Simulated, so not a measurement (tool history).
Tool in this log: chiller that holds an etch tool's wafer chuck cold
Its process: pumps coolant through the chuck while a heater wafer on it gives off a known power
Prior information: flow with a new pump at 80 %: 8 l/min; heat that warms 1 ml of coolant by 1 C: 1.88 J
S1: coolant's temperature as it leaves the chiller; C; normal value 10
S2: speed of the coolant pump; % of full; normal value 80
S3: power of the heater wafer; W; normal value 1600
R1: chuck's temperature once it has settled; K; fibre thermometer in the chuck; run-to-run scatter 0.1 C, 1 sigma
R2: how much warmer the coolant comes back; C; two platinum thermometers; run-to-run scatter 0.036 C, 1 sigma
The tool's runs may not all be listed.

Run 1, day 0.000: usual settings. Result: R1 297.65 K, R2 6.37 C.
Run 2, day 3.058: usual settings. Result: R1 297.55 K, R2 6.42 C.
Run 3, day 5.396: usual settings. Result: R1 297.45 K, R2 6.39 C.
Run 4, day 9.079: usual settings. Result: R1 297.65 K, R2 6.42 C.
Run 5, day 12.733: usual settings but S1 11 C. Result: R1 298.55 K, R2 6.28 C.
Run 6, day 16.100: usual settings but S2 76 % of full. Result: R1 298.25 K, R2 6.65 C.
Run 7, day 17.808: usual settings. Result: R1 297.75 K, R2 6.33 C.
Run 8, day 19.629: usual settings. Result: R1 297.45 K, R2 6.27 C.
Run 9, day 22.604: usual settings but S1 17 C, S2 85 % of full, S3 956 W. Result: R1 298.45 K, R2 3.50 C.
Run 10, day 25.354: usual settings but S1 17 C, S2 85 % of full, S3 956 W. Result: R1 298.25 K, R2 3.43 C.
Run 11, day 27.529: usual settings but S2 91 % of full, S3 2030 W. Result: R1 299.65 K, R2 6.79 C.
Run 12, day 29.538: usual settings but S2 91 % of full, S3 2030 W. Result: R1 299.55 K, R2 6.79 C.
Run 13, day 31.671: usual settings but S1 12 C, S2 67 % of full, S3 1541 W. Result: R1 301.55 K, R2 7.42 C.
Run 14, day 34.400: usual settings but S3 828 W. Result: R1 290.45 K, R2 3.14 C.

3 ways to go on from here, each from the tool as it stands after run 14. What would each give?
Run A, day 38.000: usual settings but S2 65 % of full, S3 2343 W. Result: R1 ?, R2 ?.
Run B, day 38.000: usual settings but S1 7 C, S2 96 % of full, S3 1330 W. Result: R1 ?, R2 ?.
Run C, day 38.000: usual settings but S1 16 C, S2 62 % of full, S3 1063 W. Result: R1 ?, R2 ?.

run      R1     R2
  A  308.55  11.68
  B  290.45   4.15
  C  301.15   5.45
With no hidden state in the tool, these same runs would have given:
run      R1     R2
  A  308.55  11.87
  B  290.45   4.34
  C  301.15   5.64
